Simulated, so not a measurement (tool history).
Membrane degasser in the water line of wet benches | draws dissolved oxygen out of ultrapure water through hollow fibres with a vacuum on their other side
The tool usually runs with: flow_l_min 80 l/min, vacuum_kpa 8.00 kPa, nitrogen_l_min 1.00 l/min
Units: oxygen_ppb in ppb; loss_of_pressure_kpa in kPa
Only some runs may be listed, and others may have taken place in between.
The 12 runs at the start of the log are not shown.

run    hour  flow_l_min  vacuum_kpa  nitrogen_l_min  oxygen_ppb  loss_of_pressure_kpa
 13  1810.3          80       12.38            1.00      1117.9                 58.70
 14  2006.3          80       12.38            1.00      1117.1                 58.27
 15  2131.0          72       12.38            1.00      1044.8                 52.83
 16  2327.9          60       12.38            1.00       925.5                 43.94
 17  2445.1          80       10.56            0.45      1418.5                 58.89
     2489.5  -- vacuum gauge calibrated
 18  2610.0          80       10.56            0.45      1410.9                 58.34
 19  2736.4          80       10.56            0.45      1410.0                 58.63
 20  2948.5          96        7.46            0.86       671.9                 70.36
 21  3092.6          80       11.63            1.00      1031.4                 58.63
 22  3213.1          80       11.63            1.00      1030.8                 58.69
 23  3359.5          80       11.63            1.00      1031.7                 58.68
 24  3569.9          80        8.73            0.71       860.9                 58.72
 25  3735.0          80        8.73            0.71       860.6                 58.72
 26  3902.7          80        8.73            0.71       861.6                 59.11
 27  4028.2          80        8.73            0.71       861.2                 59.14
 28  4227.5          56       14.47            1.12       979.2                 41.31
 29  4393.4          56       14.47            1.12       980.0                 41.51
 30  4573.6          56        6.66            0.61       491.0                 41.41
 31  4719.1          81        6.77            2.29       258.7                 59.67
 32  4875.5          81        6.77            2.29       258.6                 59.87

Here are 3 independent what-if runs from the current tool condition. What would each one return?
  A  5005.8          80        8.00            0.56           ?                     ?
  B  5005.8          81        6.77            0.52           ?                     ?
  C  5005.8         127        7.90            1.73           ?                     ?

run  oxygen_ppb  loss_of_pressure_kpa
  A       860.1                 59.06
  B       682.8                 59.53
  C       575.9                 93.99
Had the tool no hidden state, the same runs would have come out as:
run  oxygen_ppb  loss_of_pressure_kpa
  A       854.0                 58.09
  B       675.4                 58.54
  C       569.2                 92.44

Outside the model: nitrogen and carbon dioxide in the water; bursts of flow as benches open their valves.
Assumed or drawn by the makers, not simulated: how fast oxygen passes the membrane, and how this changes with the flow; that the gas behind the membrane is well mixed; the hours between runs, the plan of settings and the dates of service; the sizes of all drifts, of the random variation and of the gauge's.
